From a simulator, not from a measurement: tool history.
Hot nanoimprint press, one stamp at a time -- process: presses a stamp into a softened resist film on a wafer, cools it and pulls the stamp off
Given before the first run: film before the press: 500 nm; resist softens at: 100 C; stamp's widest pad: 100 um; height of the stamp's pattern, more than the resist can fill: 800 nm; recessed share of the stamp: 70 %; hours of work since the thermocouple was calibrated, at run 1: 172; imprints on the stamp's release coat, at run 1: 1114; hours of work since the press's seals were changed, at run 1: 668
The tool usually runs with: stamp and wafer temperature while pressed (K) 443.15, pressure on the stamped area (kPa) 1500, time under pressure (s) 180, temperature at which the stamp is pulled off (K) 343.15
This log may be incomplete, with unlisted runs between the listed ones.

| run | day | stamp and wafer temperature while pressed (K) | pressure on the stamped area (kPa) | time under pressure (s) | temperature at which the stamp is pulled off (K) | hours of work since the thermocouple was calibrated | imprints on the stamp's release coat | hours of work since the press's seals were changed | resist left under the stamp's widest pad (nm) | greatest force while the stamp is pulled off (N) |
|---|---|---|---|---|---|---|---|---|---|---|
| 1 | 0.000 | 443.15 | 1500 | 180 | 343.15 | 172 | 1114 | 668 | 274.7 | 135 |
| 2 | 0.962 | 443.15 | 1500 | 180 | 343.15 | 187 | 1201 | 683 | 272.8 | 132 |
| 3 | 2.129 | 443.15 | 1500 | 180 | 343.15 | 206 | 1305 | 702 | 272.0 | 133 |
| 4 | 3.379 | 443.15 | 1500 | 180 | 343.15 | 226 | 1418 | 722 | 271.8 | 137 |
| 5 | 4.733 | 443.15 | 1500 | 180 | 343.15 | 248 | 1539 | 744 | 273.6 | 135 |
| 6 | 5.529 | 443.15 | 1500 | 180 | 343.15 | 261 | 1611 | 757 | 269.5 | 135 |
| 7 | 6.108 | 453.15 | 1090 | 272 | 332.15 | 271 | 1663 | 767 | 198.0 | 153 |
| 8 | 6.862 | 453.15 | 910 | 272 | 349.15 | 283 | 1731 | 779 | 220.5 | 129 |
| 9 | 8.158 | 443.15 | 2350 | 180 | 343.15 | 304 | 1847 | 800 | 216.2 | 136 |
| 10 | 9.383 | 443.15 | 2350 | 180 | 343.15 | 324 | 1957 | 820 | 213.5 | 138 |
| 11 | 9.975 | 443.15 | 2350 | 324 | 343.15 | 333 | 2010 | 829 | 175.2 | 137 |

3 options for the next run, each taken on its own from the tool as it stands now. Forecast them:
|  | 10.667 | plate thermocouple calibrated |
| A | 11.254 | 443.15 | 2350 | 324 | 348.15 | 10 | 2114 | 848 | ? | ? |
|  | 10.667 | plate thermocouple calibrated |
| B | 11.254 | 444.15 | 1500 | 299 | 343.15 | 10 | 2114 | 848 | ? | ? |
|  | 10.667 | plate thermocouple calibrated |
| C | 11.254 | 446.15 | 1520 | 180 | 343.15 | 10 | 2114 | 848 | ? | ? |

| run | resist left under the stamp's widest pad (nm) | greatest force while the stamp is pulled off (N) |
|---|---|---|
| A | 174.3 | 132 |
| B | 223.4 | 138 |
| C | 243.8 | 136 |
With no hidden state in the tool, these same runs would have given:
| run | resist left under the stamp's widest pad (nm) | greatest force while the stamp is pulled off (N) |
|---|---|---|
| A | 173.9 | 131 |
| B | 223.1 | 137 |
| C | 243.4 | 135 |
